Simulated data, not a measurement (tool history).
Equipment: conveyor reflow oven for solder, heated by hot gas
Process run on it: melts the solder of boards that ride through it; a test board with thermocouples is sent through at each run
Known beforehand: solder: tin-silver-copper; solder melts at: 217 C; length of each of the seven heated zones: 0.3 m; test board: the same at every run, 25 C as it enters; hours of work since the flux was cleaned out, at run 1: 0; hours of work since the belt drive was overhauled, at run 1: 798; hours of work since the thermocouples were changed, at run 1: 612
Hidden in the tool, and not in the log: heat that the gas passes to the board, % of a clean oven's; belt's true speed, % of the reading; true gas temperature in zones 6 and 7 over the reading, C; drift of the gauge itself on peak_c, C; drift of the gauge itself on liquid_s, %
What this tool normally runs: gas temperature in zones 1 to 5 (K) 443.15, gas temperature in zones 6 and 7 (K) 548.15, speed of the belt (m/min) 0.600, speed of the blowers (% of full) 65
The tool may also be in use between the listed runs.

run	hour	gas temperature in zones 1 to 5 (K)	gas temperature in zones 6 and 7 (K)	speed of the belt (m/min)	speed of the blowers (% of full)	hours of work since the flux was cleaned out	hours of work since the belt drive was overhauled	hours of work since the thermocouples were changed	highest temperature of the board (K)	time above the solder's melting point (s)
1	0.0	443.15	548.15	0.600	65	0	798	612	529.65	46.9
2	36.6	443.15	548.15	0.481	65	22	820	634	535.55	63.3
3	62.3	443.15	548.15	0.481	65	37	835	649	535.55	63.2
4	85.9	443.15	548.15	0.600	65	51	849	663	529.15	46.8
5	119.7	443.15	558.15	0.600	65	71	869	683	537.75	50.4
6	140.6	443.15	558.15	0.600	65	83	881	695	537.65	50.4
7	176.0	443.15	548.15	0.592	65	104	902	716	528.95	47.0
8	218.7	443.15	548.15	0.592	65	129	927	741	528.45	47.1
9	244.2	443.15	548.15	0.600	65	144	942	756	528.15	45.9
10	277.4	443.15	556.15	0.600	65	164	962	776	534.95	49.3
11	300.9	443.15	556.15	0.600	65	178	976	790	534.45	49.6
12	325.5	443.15	556.15	0.600	65	192	990	804	534.85	49.2
13	361.9	452.15	556.15	0.600	65	214	1012	826	535.45	52.2
14	381.6	443.15	548.15	0.600	65	225	1024	837	526.85	45.6
# hour 423.9: thermocouples of zones 6 and 7 changed
15	423.9	443.15	548.15	0.600	65	249	1047	0	529.85	47.1
16	465.0	443.15	548.15	0.600	65	274	1072	24	529.15	46.8
17	485.4	443.15	548.15	0.590	72	286	1084	36	531.55	48.6
18	516.8	443.15	539.15	0.590	73	304	1102	55	523.25	44.6
19	551.6	443.15	539.15	0.590	73	325	1123	75	522.85	44.3
20	581.7	446.15	539.15	0.576	73	342	1141	93	524.05	47.0
21	618.1	446.15	539.15	0.576	73	364	1162	115	523.55	47.0
22	657.7	446.15	539.15	0.576	73	387	1186	138	523.85	46.9
# hour 665.0: flux residue cleaned out of gas plates and filters
23	687.1	453.15	557.15	0.496	86	13	1200	153	548.45	69.6
24	713.3	447.15	557.15	0.648	83	29	1215	168	539.85	48.9
25	758.5	443.15	561.15	0.600	65	55	1242	195	541.85	52.7
26	797.3	448.15	548.15	0.491	61	78	1265	218	535.65	64.2
27	827.9	443.15	555.15	0.708	65	96	1283	236	530.35	39.2
28	857.5	429.15	554.15	0.694	60	114	1301	253	525.55	34.7
29	897.5	443.15	548.15	0.600	84	137	1324	277	532.85	49.3
30	935.1	443.15	544.15	0.636	84	160	1346	299	527.05	43.3
31	972.0	451.15	541.15	0.600	65	181	1368	321	524.75	46.9

Below are 3 alternative next runs, each starting from the tool's condition after run 31. Predict each:
A	995.0	443.15	548.15	0.537	65	195	1382	334	?	?
B	995.0	451.15	541.15	0.588	65	195	1382	334	?	?
C	995.0	451.15	557.15	0.600	81	195	1382	334	?	?

run	highest temperature of the board (K)	time above the solder's melting point (s)
A	532.65	55.0
B	524.95	48.2
C	541.05	54.8
What these runs would have given with no unlogged condition in the tool:
run	highest temperature of the board (K)	time above the solder's melting point (s)
A	534.65	54.4
B	526.85	47.9
C	543.25	53.9
